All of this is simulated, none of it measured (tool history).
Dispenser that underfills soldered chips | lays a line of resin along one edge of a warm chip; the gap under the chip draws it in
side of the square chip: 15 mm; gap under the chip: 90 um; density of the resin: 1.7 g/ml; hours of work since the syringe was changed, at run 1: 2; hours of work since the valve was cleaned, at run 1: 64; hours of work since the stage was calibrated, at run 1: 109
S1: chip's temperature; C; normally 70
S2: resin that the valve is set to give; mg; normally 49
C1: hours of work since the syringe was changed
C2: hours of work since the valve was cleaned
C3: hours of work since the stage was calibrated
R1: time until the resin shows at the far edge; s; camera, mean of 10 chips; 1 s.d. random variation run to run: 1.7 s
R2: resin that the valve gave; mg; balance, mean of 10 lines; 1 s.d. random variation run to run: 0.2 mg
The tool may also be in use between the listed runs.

{"run": 1, "hour": 0.0, "S1": 70, "S2": 49, "C1": 2, "C2": 64, "C3": 109, "R1": 192.9, "R2": 46.89}
{"run": 2, "hour": 7.4, "S1": 70, "S2": 49, "C1": 7, "C2": 69, "C3": 113, "R1": 248.4, "R2": 47}
{"hour": 9.0, "done": "new syringe of resin"}
{"run": 3, "hour": 15.6, "S1": 73, "S2": 49, "C1": 4, "C2": 74, "C3": 119, "R1": 195.9, "R2": 46.99}
{"hour": 20.3, "done": "new syringe of resin"}
{"run": 4, "hour": 23.8, "S1": 70, "S2": 63.4, "C1": 2, "C2": 79, "C3": 124, "R1": 190.5, "R2": 60.43}
{"run": 5, "hour": 30.1, "S1": 70, "S2": 63.4, "C1": 7, "C2": 84, "C3": 128, "R1": 236.1, "R2": 60.23}
{"hour": 31.6, "done": "new syringe of resin"}
{"run": 6, "hour": 34.5, "S1": 70, "S2": 63.4, "C1": 2, "C2": 86, "C3": 131, "R1": 182.8, "R2": 59.76}
{"run": 7, "hour": 40.2, "S1": 58, "S2": 63.4, "C1": 6, "C2": 90, "C3": 134, "R1": 370.5, "R2": 59.29}
{"hour": 43.0, "done": "new syringe of resin"}
{"run": 8, "hour": 45.5, "S1": 70, "S2": 49, "C1": 2, "C2": 93, "C3": 138, "R1": 187.9, "R2": 45.82}
{"run": 9, "hour": 51.5, "S1": 70, "S2": 49, "C1": 6, "C2": 97, "C3": 142, "R1": 234.3, "R2": 46.17}
{"hour": 54.5, "done": "new syringe of resin"}
{"run": 10, "hour": 56.8, "S1": 70, "S2": 49, "C1": 2, "C2": 101, "C3": 145, "R1": 189.4, "R2": 45.78}
{"run": 11, "hour": 64.1, "S1": 70, "S2": 49, "C1": 6, "C2": 105, "C3": 150, "R1": 244.8, "R2": 45.95}
{"hour": 65.7, "done": "new syringe of resin"}
{"run": 12, "hour": 68.6, "S1": 70, "S2": 58.3, "C1": 2, "C2": 108, "C3": 153, "R1": 181.8, "R2": 54.39}
{"run": 13, "hour": 74.6, "S1": 70, "S2": 58.3, "C1": 6, "C2": 112, "C3": 157, "R1": 229.6, "R2": 54.14}
{"hour": 77.3, "done": "new syringe of resin"}
{"run": 14, "hour": 80.6, "S1": 61, "S2": 58.3, "C1": 2, "C2": 116, "C3": 160, "R1": 271.5, "R2": 54.16}
{"run": 15, "hour": 83.8, "S1": 61, "S2": 58.3, "C1": 4, "C2": 118, "C3": 162, "R1": 305.8, "R2": 54.49}
{"hour": 88.5, "done": "new syringe of resin"}
{"run": 16, "hour": 90.9, "S1": 61, "S2": 58.3, "C1": 2, "C2": 123, "C3": 167, "R1": 249.9, "R2": 54.37}
{"run": 17, "hour": 97.2, "S1": 61, "S2": 58.3, "C1": 6, "C2": 127, "C3": 171, "R1": 322.3, "R2": 53.59}
{"hour": 99.7, "done": "new syringe of resin"}
{"run": 18, "hour": 104.7, "S1": 78, "S2": 49, "C1": 3, "C2": 131, "C3": 176, "R1": 151.8, "R2": 44.83}
{"run": 19, "hour": 108.1, "S1": 57, "S2": 47.9, "C1": 6, "C2": 134, "C3": 178, "R1": 394.9, "R2": 43.77}
{"hour": 110.9, "done": "new syringe of resin"}
{"run": 20, "hour": 116.1, "S1": 57, "S2": 47.9, "C1": 3, "C2": 139, "C3": 183, "R1": 355.8, "R2": 43.9}
{"hour": 122.2, "done": "new syringe of resin"}
{"run": 21, "hour": 122.2, "S1": 57, "S2": 47.9, "C1": 0, "C2": 143, "C3": 187, "R1": 292.9, "R2": 43.49}
{"hour": 128.1, "done": "dispensing valve cleaned and set on the balance"}
{"run": 22, "hour": 130.3, "S1": 57, "S2": 47.9, "C1": 5, "C2": 1, "C3": 192, "R1": 372.7, "R2": 47.8}
{"hour": 134.3, "done": "new syringe of resin"}
{"run": 23, "hour": 134.3, "S1": 83, "S2": 58.8, "C1": 0, "C2": 4, "C3": 194, "R1": 101.5, "R2": 59.21}
{"run": 24, "hour": 138.9, "S1": 70, "S2": 52.6, "C1": 3, "C2": 7, "C3": 197, "R1": 197.1, "R2": 53.01}
{"run": 25, "hour": 143.5, "S1": 57, "S2": 44.8, "C1": 6, "C2": 10, "C3": 200, "R1": 408, "R2": 44.68}
{"hour": 145.5, "done": "new syringe of resin"}
{"run": 26, "hour": 151.5, "S1": 59, "S2": 61.9, "C1": 4, "C2": 15, "C3": 205, "R1": 311.6, "R2": 61.69}
{"hour": 156.8, "done": "new syringe of resin"}
{"run": 27, "hour": 156.8, "S1": 72, "S2": 47.2, "C1": 0, "C2": 18, "C3": 209, "R1": 155.9, "R2": 46.83}
{"run": 28, "hour": 162.9, "S1": 66, "S2": 44, "C1": 4, "C2": 22, "C3": 213, "R1": 248.7, "R2": 43.81}
{"run": 29, "hour": 166.5, "S1": 67, "S2": 49, "C1": 6, "C2": 25, "C3": 215, "R1": 272.4, "R2": 48.28}
{"hour": 168.4, "done": "new syringe of resin"}
{"run": 30, "hour": 171.8, "S1": 60, "S2": 44.3, "C1": 2, "C2": 28, "C3": 218, "R1": 289.2, "R2": 43.53}
{"run": 31, "hour": 178.7, "S1": 63, "S2": 47.2, "C1": 7, "C2": 33, "C3": 223, "R1": 327.5, "R2": 46.16}
{"hour": 180.0, "done": "new syringe of resin"}
{"run": 32, "hour": 184.6, "S1": 63, "S2": 47.2, "C1": 3, "C2": 36, "C3": 227, "R1": 266.3, "R2": 46.18}
{"run": 33, "hour": 190.1, "S1": 63, "S2": 47.2, "C1": 7, "C2": 40, "C3": 230, "R1": 324.2, "R2": 45.85}
{"hour": 191.5, "done": "new syringe of resin"}
{"run": 34, "hour": 198.0, "S1": 70, "S2": 56.8, "C1": 4, "C2": 45, "C3": 235, "R1": 209.5, "R2": 55.5}

Each row is a separate what-if for the run after 34, all from the same tool condition, not one after another. Results?
{"hour": 202.9, "done": "new syringe of resin"}
{"run": "A", "hour": 204.9, "S1": 62, "S2": 56.8, "C1": 1, "C2": 49, "C3": 240, "R1": "?", "R2": "?"}
{"hour": 202.9, "done": "new syringe of resin"}
{"run": "B", "hour": 204.9, "S1": 84, "S2": 49.6, "C1": 1, "C2": 49, "C3": 240, "R1": "?", "R2": "?"}
{"hour": 202.9, "done": "new syringe of resin"}
{"run": "C", "hour": 204.9, "S1": 75, "S2": 60.6, "C1": 1, "C2": 49, "C3": 240, "R1": "?", "R2": "?"}
{"hour": 202.9, "done": "new syringe of resin"}
{"run": "D", "hour": 204.9, "S1": 60, "S2": 41.9, "C1": 1, "C2": 49, "C3": 240, "R1": "?", "R2": "?"}
{"hour": 202.9, "done": "new syringe of resin"}
{"run": "E", "hour": 204.9, "S1": 55, "S2": 55.8, "C1": 1, "C2": 49, "C3": 240, "R1": "?", "R2": "?"}

run=A R1=247.7 R2=54.73
run=B R1=108.9 R2=48.26
run=C R1=145.7 R2=58.94
run=D R1=285.1 R2=40.72
run=E R1=330.8 R2=54.46
Without the tool's unlogged condition, the same runs would have read:
run=A R1=232.6 R2=56.34
run=B R1=101.5 R2=49.69
run=C R1=136.6 R2=60.68
run=D R1=265.6 R2=41.93
run=E R1=311 R2=56.07

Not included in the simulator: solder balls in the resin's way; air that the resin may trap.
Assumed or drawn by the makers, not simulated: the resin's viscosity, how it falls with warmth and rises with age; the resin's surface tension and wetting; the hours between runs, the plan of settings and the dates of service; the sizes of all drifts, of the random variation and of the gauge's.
